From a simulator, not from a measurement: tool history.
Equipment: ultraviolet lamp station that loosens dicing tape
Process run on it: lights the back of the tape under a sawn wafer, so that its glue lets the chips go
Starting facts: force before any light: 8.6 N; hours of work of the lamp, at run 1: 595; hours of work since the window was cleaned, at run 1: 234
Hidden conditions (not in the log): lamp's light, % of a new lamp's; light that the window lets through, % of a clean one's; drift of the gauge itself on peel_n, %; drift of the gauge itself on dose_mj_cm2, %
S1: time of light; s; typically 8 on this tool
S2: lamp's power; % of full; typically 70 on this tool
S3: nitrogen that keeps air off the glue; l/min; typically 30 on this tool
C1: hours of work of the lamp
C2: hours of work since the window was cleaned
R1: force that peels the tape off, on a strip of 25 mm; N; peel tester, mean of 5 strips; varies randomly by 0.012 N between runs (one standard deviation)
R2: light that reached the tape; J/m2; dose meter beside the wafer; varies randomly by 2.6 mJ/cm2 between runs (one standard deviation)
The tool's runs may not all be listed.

run 1 hour=0 | S1=8 S2=70 S3=30 | C1=595 C2=234 | R1=1.347 R2=2100
-- hour=50.6 lamp changed
run 2 hour=50.6 | S1=8 S2=70 S3=30 | C1=0 C2=259 | R1=0.632 R2=3110
run 3 hour=88.8 | S1=8 S2=70 S3=30 | C1=19 C2=278 | R1=0.639 R2=3070
run 4 hour=139.1 | S1=8 S2=70 S3=30 | C1=45 C2=303 | R1=0.69 R2=3010
run 5 hour=178.2 | S1=7 S2=70 S3=30 | C1=64 C2=323 | R1=0.92 R2=2590
run 6 hour=222.7 | S1=7 S2=70 S3=16 | C1=87 C2=346 | R1=1.521 R2=2550
run 7 hour=278.7 | S1=11 S2=70 S3=16 | C1=115 C2=374 | R1=0.656 R2=3940
run 8 hour=331.9 | S1=11 S2=70 S3=16 | C1=142 C2=401 | R1=0.658 R2=3850
run 9 hour=388 | S1=11 S2=70 S3=16 | C1=170 C2=429 | R1=0.719 R2=3750
run 10 hour=431.8 | S1=8 S2=70 S3=10 | C1=192 C2=451 | R1=1.925 R2=2710
run 11 hour=473.3 | S1=6 S2=70 S3=10 | C1=213 C2=472 | R1=2.744 R2=1970
-- hour=503.1 window cleaned of glue's vapour
run 12 hour=516.5 | S1=6 S2=70 S3=10 | C1=235 C2=7 | R1=2.598 R2=2120
run 13 hour=579.1 | S1=8 S2=70 S3=30 | C1=267 C2=38 | R1=0.801 R2=2810
run 14 hour=609.1 | S1=8 S2=70 S3=30 | C1=282 C2=54 | R1=0.777 R2=2720
run 15 hour=654.8 | S1=8 S2=70 S3=30 | C1=305 C2=77 | R1=0.833 R2=2740
run 16 hour=701.1 | S1=8 S2=70 S3=30 | C1=328 C2=100 | R1=0.892 R2=2650
run 17 hour=737.9 | S1=8 S2=70 S3=30 | C1=347 C2=119 | R1=0.896 R2=2590
run 18 hour=795.5 | S1=8 S2=70 S3=30 | C1=376 C2=148 | R1=0.972 R2=2580
run 19 hour=841.7 | S1=8 S2=70 S3=30 | C1=399 C2=171 | R1=0.976 R2=2530
run 20 hour=890.8 | S1=8 S2=70 S3=30 | C1=424 C2=196 | R1=1.013 R2=2500
run 21 hour=924.1 | S1=8 S2=70 S3=30 | C1=441 C2=212 | R1=1.009 R2=2450
run 22 hour=987.3 | S1=8 S2=70 S3=30 | C1=473 C2=244 | R1=1.088 R2=2370
run 23 hour=1021.8 | S1=8 S2=70 S3=30 | C1=490 C2=262 | R1=1.123 R2=2330
run 24 hour=1063.6 | S1=7 S2=70 S3=28 | C1=511 C2=283 | R1=1.564 R2=2000
run 25 hour=1118.5 | S1=7 S2=70 S3=28 | C1=539 C2=311 | R1=1.623 R2=1960
run 26 hour=1146.5 | S1=9 S2=94 S3=13 | C1=553 C2=325 | R1=1.065 R2=3320
run 27 hour=1175.3 | S1=9 S2=94 S3=13 | C1=568 C2=339 | R1=1.088 R2=3250
run 28 hour=1240.3 | S1=9 S2=88 S3=40 | C1=600 C2=372 | R1=0.54 R2=3040
-- hour=1282.2 lamp changed
run 29 hour=1297.6 | S1=4 S2=68 S3=38 | C1=8 C2=401 | R1=2.102 R2=1480
run 30 hour=1358.1 | S1=4 S2=68 S3=38 | C1=38 C2=431 | R1=2.12 R2=1420
run 31 hour=1421.5 | S1=14 S2=70 S3=36 | C1=70 C2=463 | R1=0.207 R2=5060
-- hour=1467.1 window cleaned of glue's vapour
run 32 hour=1490.3 | S1=14 S2=70 S3=36 | C1=105 C2=12 | R1=0.185 R2=5390
run 33 hour=1534.8 | S1=14 S2=70 S3=36 | C1=127 C2=34 | R1=0.185 R2=5370
run 34 hour=1578 | S1=10 S2=61 S3=36 | C1=149 C2=56 | R1=0.475 R2=3260
run 35 hour=1615.6 | S1=6 S2=87 S3=11 | C1=168 C2=75 | R1=1.66 R2=2720
run 36 hour=1669.4 | S1=6 S2=87 S3=11 | C1=195 C2=102 | R1=1.68 R2=2720
run 37 hour=1730.4 | S1=4 S2=70 S3=29 | C1=226 C2=133 | R1=2.451 R2=1450
run 38 hour=1763.7 | S1=4 S2=60 S3=11 | C1=243 C2=150 | R1=4.227 R2=1210
run 39 hour=1819.2 | S1=5 S2=63 S3=11 | C1=271 C2=178 | R1=3.386 R2=1530
run 40 hour=1856.4 | S1=14 S2=93 S3=11 | C1=290 C2=197 | R1=0.308 R2=6300
run 41 hour=1924.5 | S1=14 S2=93 S3=11 | C1=324 C2=231 | R1=0.334 R2=6130
run 42 hour=1985.1 | S1=14 S2=93 S3=11 | C1=355 C2=261 | R1=0.349 R2=6050
run 43 hour=2013.8 | S1=8 S2=70 S3=30 | C1=369 C2=276 | R1=0.94 R2=2540

Each row is a separate what-if for the run after 43, all from the same tool condition, not one after another. Results?
run A hour=2075.1 | S1=5 S2=70 S3=18 | C1=400 C2=307 | R1=? R2=?
run B hour=2075.1 | S1=12 S2=68 S3=30 | C1=400 C2=307 | R1=? R2=?
run C hour=2075.1 | S1=15 S2=70 S3=54 | C1=400 C2=307 | R1=? R2=?

run=A R1=2.698 R2=1590
run=B R1=0.443 R2=3660
run=C R1=0.192 R2=4720
Take away the tool's hidden state, keep each run's random variation, and the runs would have read:
run=A R1=1.905 R2=2080
run=B R1=0.252 R2=4800
run=C R1=0.157 R2=6190
